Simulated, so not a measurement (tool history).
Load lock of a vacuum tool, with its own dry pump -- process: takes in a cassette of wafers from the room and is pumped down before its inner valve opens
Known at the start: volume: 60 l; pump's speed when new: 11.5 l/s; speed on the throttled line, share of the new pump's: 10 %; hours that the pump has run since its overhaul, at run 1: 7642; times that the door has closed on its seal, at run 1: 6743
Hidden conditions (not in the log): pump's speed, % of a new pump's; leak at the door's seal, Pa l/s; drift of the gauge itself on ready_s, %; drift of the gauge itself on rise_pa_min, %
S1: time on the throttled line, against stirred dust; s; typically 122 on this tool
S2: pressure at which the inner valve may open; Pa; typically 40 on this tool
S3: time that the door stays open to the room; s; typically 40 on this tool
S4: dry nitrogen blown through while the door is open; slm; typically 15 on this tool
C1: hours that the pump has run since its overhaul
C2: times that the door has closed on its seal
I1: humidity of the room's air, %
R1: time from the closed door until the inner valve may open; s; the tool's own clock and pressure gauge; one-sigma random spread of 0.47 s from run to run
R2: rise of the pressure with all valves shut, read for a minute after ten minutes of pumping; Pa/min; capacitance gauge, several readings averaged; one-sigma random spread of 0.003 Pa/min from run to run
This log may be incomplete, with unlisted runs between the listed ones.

run	hour	S1	S2	S3	S4	C1	C2	I1	R1	R2
1	0	122	40	40	15	7642	6743	44.3	157	0.043
2	121.2	122	40	40	15	7764	7270	45.4	156.5	0.041
3	190.9	122	40	40	15	7833	7574	43.3	157.6	0.044
4	264.1	122	40	40	15	7907	7892	43.8	156.8	0.046
5	354.8	122	40	40	15	7997	8287	45.1	156.4	0.051
6	479.3	83	40	40	15	8122	8829	43.6	122.9	0.044
7	540.6	117	40	40	15	8183	9096	45.6	152	0.047
8	613.3	117	40	40	15	8256	9413	45.7	152.3	0.05
9	703.9	117	40	40	13	8346	9807	44.3	153.1	0.054
10	784.3	117	40	40	13	8427	10157	42.2	153.8	0.046
11	890.4	117	40	40	13	8533	10619	46.3	152.7	0.054
12	956.7	122	40	40	15	8599	10908	43.6	157.5	0.048
13	1039.9	122	40	40	20	8682	11270	43.5	157.3	0.052
14	1098.5	122	44	40	15	8741	11525	45.6	156.2	0.058
15	1227.5	68	40	40	15	8870	12087	46.2	110.3	0.05
16	1351.9	68	40	40	15	8994	12628	44.1	110.6	0.055
17	1409.4	68	40	40	15	9052	12879	44.9	110.6	0.057
18	1488.4	68	40	40	15	9131	13223	42	111.1	0.056
19	1583.7	68	40	40	15	9226	13637	44.4	110.6	0.058
20	1663.6	68	40	40	15	9306	13985	44.3	110.9	0.063
21	1773.4	68	40	40	15	9416	14463	48	110.7	0.061
22	1905.2	88	40	40	9	9548	15037	45.5	128.2	0.067
23	1992.9	107	64	139	4	9635	15419	40.5	141.8	0.095
24	2098.4	83	64	139	22	9741	15878	44.9	120.8	0.075
25	2157.1	83	64	193	4	9800	16134	46.6	121.5	0.112
26	2280.3	164	64	193	4	9923	16670	42.1	192.6	0.11
27	2371.6	164	64	193	4	10014	17068	43.8	192.1	0.111
28	2463.9	63	33	125	15	10106	17469	43.8	108.3	0.081
29	2560.5	63	33	125	15	10203	17890	45.7	109.1	0.09
30	2661	63	33	125	15	10303	18327	46.2	108.7	0.088
31	2791.1	63	33	125	15	10434	18894	46.4	109	0.093
32	2897.9	167	33	222	9	10540	19359	47.9	199.5	0.12
33	3022.9	167	33	222	9	10665	19903	42.5	199.8	0.109
# hour 3113.1: dry pump taken out, an overhauled one fitted
34	3142.6	122	39	38	22	29	20398	41.4	152.1	0.07
35	3270	75	39	107	27	157	20953	47.1	108.6	0.087
36	3406.8	122	77	40	15	294	21548	50	147.5	0.078
37	3539	122	40	144	15	426	22124	46.3	151.7	0.107

Below, some changes in R1 between adjacent runs. For each, the amount present without the hidden state too (settings, incoming material, random variation) and the amount remaining for the hidden state with gauge scatter not shared by both compared results:
Run 25 -> 26: S1 83 -> 164. R1 +71.1 s: hidden state -2.2, all else +73.3.
Run 27 -> 28: S1 164 -> 63, S2 64 -> 33, S3 193 -> 125, S4 4 -> 15. R1 -83.8 s: hidden state +3.7, all else -87.5.
Run 31 -> 32: S1 63 -> 167, S3 125 -> 222, S4 15 -> 9. R1 +90.5 s: hidden state -3, all else +93.5.
Run 33 -> 34: S1 167 -> 122, S2 33 -> 39, S3 222 -> 38, S4 9 -> 22, dry pump taken out, an overhauled one fitted. R1 -47.7 s: hidden state -7.7, all else -40.
